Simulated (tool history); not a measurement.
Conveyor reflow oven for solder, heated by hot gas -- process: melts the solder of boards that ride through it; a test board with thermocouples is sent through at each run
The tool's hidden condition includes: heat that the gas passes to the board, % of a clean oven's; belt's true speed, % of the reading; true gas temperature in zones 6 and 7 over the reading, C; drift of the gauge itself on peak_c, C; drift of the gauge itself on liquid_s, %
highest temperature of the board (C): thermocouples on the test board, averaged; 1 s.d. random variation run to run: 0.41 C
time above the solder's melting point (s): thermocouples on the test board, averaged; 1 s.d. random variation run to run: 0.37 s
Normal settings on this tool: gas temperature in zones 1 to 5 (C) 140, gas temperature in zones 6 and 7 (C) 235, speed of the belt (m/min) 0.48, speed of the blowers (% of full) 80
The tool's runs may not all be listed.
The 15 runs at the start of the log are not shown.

run   hour  gas temperature in zones 1 to 5 (C)  gas temperature in zones 6 and 7 (C)  speed of the belt (m/min)  speed of the blowers (% of full)  hours of work since the flux was cleaned out  hours of work since the belt drive was overhauled  hours of work since the thermocouples were changed  highest temperature of the board (C)  time above the solder's melting point (s)
 16  334.9                                  140                                   243                      0.533                                52                                           316                                                 62                                                 461                                 209.6                                       49.7
     345.5  -- flux residue cleaned out of gas plates and filters
 17  363.8                                  140                                   243                      0.533                                52                                             7                                                 72                                                 471                                 214.2                                         55
 18    378                                  140                                   243                      0.533                                88                                            13                                                 78                                                 476                                   226                                       65.6
 19  390.4                                  148                                   238                       0.48                                80                                            18                                                 83                                                 481                                 224.5                                         75
 20  414.7                                  148                                   234                      0.524                                80                                            28                                                 93                                                 491                                 217.9                                         65
 21  440.2                                  148                                   234                      0.524                                80                                            38                                                103                                                 502                                   218                                       65.1
 22  456.4                                  148                                   234                      0.524                                80                                            45                                                110                                                 508                                 217.7                                         65
 23  475.4                                  149                                   234                      0.481                                80                                            53                                                117                                                 516                                 220.3                                       73.6
 24  498.2                                  140                                   235                      0.455                                79                                            62                                                127                                                 525                                 220.7                                         74
 25  520.5                                  140                                   235                      0.455                                79                                            71                                                136                                                 534                                   221                                       73.9
 26  542.9                                  126                                   235                      0.492                                79                                            80                                                145                                                 543                                 216.2                                       58.8
 27  573.2                                  129                                   243                      0.382                                56                                            92                                                157                                                 556                                 224.8                                       86.5
 28  598.9                                  129                                   243                      0.382                                56                                           103                                                168                                                 566                                 224.7                                       85.8
 29  621.2                                  127                                   228                      0.423                                77                                           112                                                177                                                 575                                 213.2                                         68
 30  635.1                                  135                                   228                      0.423                                77                                           118                                                182                                                 581                                 214.2                                       72.5

Here are 3 independent what-if runs from the current tool condition. What would each one return?
  A  659.6                                  135                                   244                      0.535                                77                                           128                                                192                                                 591                                     ?                                          ?
  B  659.6                                  127                                   228                      0.423                                84                                           128                                                192                                                 591                                     ?                                          ?
  C  659.6                                  135                                   228                      0.455                                77                                           128                                                192                                                 591                                     ?                                          ?

run  highest temperature of the board (C)  time above the solder's melting point (s)
  A                                 220.4                                         60
  B                                 215.5                                       70.6
  C                                 212.4                                       64.2
The same runs, with their run-to-run variation unchanged, on a tool lacking any hidden condition would have given:
run  highest temperature of the board (C)  time above the solder's melting point (s)
  A                                 223.8                                       62.4
  B                                 218.6                                       73.9
  C                                 215.4                                       67.3

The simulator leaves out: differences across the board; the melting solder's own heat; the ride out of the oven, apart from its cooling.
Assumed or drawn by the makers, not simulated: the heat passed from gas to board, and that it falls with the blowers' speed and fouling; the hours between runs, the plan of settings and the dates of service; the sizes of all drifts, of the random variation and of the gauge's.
